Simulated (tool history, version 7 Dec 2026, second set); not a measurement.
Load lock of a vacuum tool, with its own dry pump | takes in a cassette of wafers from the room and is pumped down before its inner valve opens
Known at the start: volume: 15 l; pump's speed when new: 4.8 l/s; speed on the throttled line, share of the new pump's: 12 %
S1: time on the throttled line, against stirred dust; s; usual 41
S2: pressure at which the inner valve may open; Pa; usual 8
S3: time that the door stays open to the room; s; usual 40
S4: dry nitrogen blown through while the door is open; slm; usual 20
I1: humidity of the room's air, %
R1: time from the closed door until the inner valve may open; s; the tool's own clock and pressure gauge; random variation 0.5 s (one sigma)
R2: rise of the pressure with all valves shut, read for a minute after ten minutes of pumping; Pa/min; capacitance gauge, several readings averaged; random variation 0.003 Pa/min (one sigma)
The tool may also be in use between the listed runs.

{"run": 1, "hour": 0.0, "S1": 41, "S2": 8, "S3": 40, "S4": 20, "I1": 41.4, "R1": 68.1, "R2": 0.492}
{"hour": 623.2, "done": "dry pump taken out, an overhauled one fitted"}
{"run": 2, "hour": 623.2, "S1": 41, "S2": 9, "S3": 40, "S4": 20, "I1": 43.5, "R1": 65.4, "R2": 0.547}
{"run": 3, "hour": 1246.9, "S1": 41, "S2": 8, "S3": 40, "S4": 20, "I1": 46.8, "R1": 65.4, "R2": 0.625}
{"run": 4, "hour": 1646.4, "S1": 41, "S2": 8, "S3": 40, "S4": 20, "I1": 46.2, "R1": 65.8, "R2": 0.661}
{"run": 5, "hour": 1952.3, "S1": 41, "S2": 8, "S3": 40, "S4": 20, "I1": 40.6, "R1": 65.9, "R2": 0.694}
{"hour": 2339.4, "done": "door's seal changed, seat wiped"}
{"run": 6, "hour": 2359.2, "S1": 41, "S2": 8, "S3": 40, "S4": 4, "I1": 47.1, "R1": 66.5, "R2": 0.046}
{"run": 7, "hour": 2812.9, "S1": 41, "S2": 8, "S3": 40, "S4": 20, "I1": 47.5, "R1": 66.2, "R2": 0.046}
{"run": 8, "hour": 3225.8, "S1": 30, "S2": 8, "S3": 40, "S4": 20, "I1": 46.1, "R1": 56.6, "R2": 0.057}
{"run": 9, "hour": 3619.0, "S1": 41, "S2": 8, "S3": 40, "S4": 20, "I1": 46.3, "R1": 66.8, "R2": 0.065}
{"run": 10, "hour": 3898.0, "S1": 41, "S2": 8, "S3": 40, "S4": 20, "I1": 45.5, "R1": 66.1, "R2": 0.075}
{"run": 11, "hour": 4258.8, "S1": 41, "S2": 8, "S3": 40, "S4": 20, "I1": 45.3, "R1": 67.2, "R2": 0.089}
{"run": 12, "hour": 4762.8, "S1": 41, "S2": 8, "S3": 40, "S4": 20, "I1": 44.4, "R1": 66.2, "R2": 0.113}
{"run": 13, "hour": 5188.8, "S1": 41, "S2": 9, "S3": 40, "S4": 20, "I1": 40.7, "R1": 65.6, "R2": 0.124}
{"run": 14, "hour": 5567.4, "S1": 41, "S2": 9, "S3": 40, "S4": 20, "I1": 45.1, "R1": 65.7, "R2": 0.148}
{"run": 15, "hour": 5888.5, "S1": 41, "S2": 9, "S3": 40, "S4": 20, "I1": 47.1, "R1": 66.9, "R2": 0.168}
{"run": 16, "hour": 6368.4, "S1": 41, "S2": 8, "S3": 40, "S4": 20, "I1": 45.6, "R1": 67.4, "R2": 0.195}
{"run": 17, "hour": 6752.1, "S1": 41, "S2": 8, "S3": 40, "S4": 20, "I1": 46.6, "R1": 68.3, "R2": 0.214}
{"run": 18, "hour": 7337.1, "S1": 41, "S2": 8, "S3": 40, "S4": 20, "I1": 43.4, "R1": 68.2, "R2": 0.253}
{"run": 19, "hour": 7817.2, "S1": 41, "S2": 6, "S3": 40, "S4": 20, "I1": 42.2, "R1": 68.6, "R2": 0.285}
{"run": 20, "hour": 8459.2, "S1": 41, "S2": 6, "S3": 40, "S4": 20, "I1": 41.6, "R1": 68.8, "R2": 0.336}
{"run": 21, "hour": 8896.5, "S1": 62, "S2": 7, "S3": 40, "S4": 20, "I1": 42.7, "R1": 86.7, "R2": 0.381}
{"run": 22, "hour": 9256.4, "S1": 56, "S2": 7, "S3": 40, "S4": 20, "I1": 46.9, "R1": 82.1, "R2": 0.405}
{"run": 23, "hour": 9582.8, "S1": 56, "S2": 16, "S3": 40, "S4": 34, "I1": 45.3, "R1": 79.4, "R2": 0.438}
{"run": 24, "hour": 10146.0, "S1": 56, "S2": 16, "S3": 40, "S4": 34, "I1": 42.3, "R1": 79.5, "R2": 0.477}
{"run": 25, "hour": 10617.0, "S1": 37, "S2": 8, "S3": 40, "S4": 8, "I1": 43.0, "R1": 65.7, "R2": 0.527}
{"hour": 10882.9, "done": "dry pump taken out, an overhauled one fitted"}
{"run": 26, "hour": 10927.9, "S1": 45, "S2": 11, "S3": 156, "S4": 41, "I1": 44.3, "R1": 68.6, "R2": 0.585}
{"run": 27, "hour": 11550.3, "S1": 41, "S2": 8, "S3": 40, "S4": 20, "I1": 46.6, "R1": 65.6, "R2": 0.625}
{"run": 28, "hour": 12147.3, "S1": 41, "S2": 8, "S3": 40, "S4": 20, "I1": 46.7, "R1": 65.9, "R2": 0.704}
{"hour": 12206.5, "done": "door's seal changed, seat wiped"}
{"run": 29, "hour": 12671.6, "S1": 41, "S2": 8, "S3": 40, "S4": 20, "I1": 44.1, "R1": 66.1, "R2": 0.039}
{"run": 30, "hour": 12971.9, "S1": 41, "S2": 8, "S3": 40, "S4": 20, "I1": 43.6, "R1": 65.8, "R2": 0.051}
{"run": 31, "hour": 13373.1, "S1": 41, "S2": 8, "S3": 40, "S4": 20, "I1": 43.6, "R1": 66.4, "R2": 0.058}
{"run": 32, "hour": 13676.9, "S1": 41, "S2": 8, "S3": 40, "S4": 6, "I1": 45.0, "R1": 66.3, "R2": 0.082}
{"run": 33, "hour": 14208.4, "S1": 41, "S2": 8, "S3": 31, "S4": 20, "I1": 43.3, "R1": 66.6, "R2": 0.088}
{"run": 34, "hour": 14574.3, "S1": 41, "S2": 8, "S3": 31, "S4": 20, "I1": 44.6, "R1": 67.0, "R2": 0.108}
{"run": 35, "hour": 14908.9, "S1": 41, "S2": 8, "S3": 31, "S4": 20, "I1": 47.2, "R1": 66.3, "R2": 0.124}
{"run": 36, "hour": 15452.8, "S1": 21, "S2": 8, "S3": 40, "S4": 20, "I1": 42.3, "R1": 49.7, "R2": 0.151}
{"run": 37, "hour": 15904.1, "S1": 21, "S2": 8, "S3": 40, "S4": 20, "I1": 43.7, "R1": 50.0, "R2": 0.173}

Forecast each of these 3 alternatives for the next run:
{"run": "A", "hour": 16472.3, "S1": 41, "S2": 8, "S3": 40, "S4": 9, "I1": 46.6, "R1": "?", "R2": "?"}
{"run": "B", "hour": 16472.3, "S1": 41, "S2": 8, "S3": 108, "S4": 20, "I1": 43.4, "R1": "?", "R2": "?"}
{"run": "C", "hour": 16472.3, "S1": 21, "S2": 15, "S3": 237, "S4": 20, "I1": 44.5, "R1": "?", "R2": "?"}

run=A R1=67.8 R2=0.215
run=B R1=67.9 R2=0.218
run=C R1=47.7 R2=0.252
Without the tool's hidden state the same runs would have given:
run=A R1=66.1 R2=0.040
run=B R1=66.2 R2=0.045
run=C R1=46.0 R2=0.071
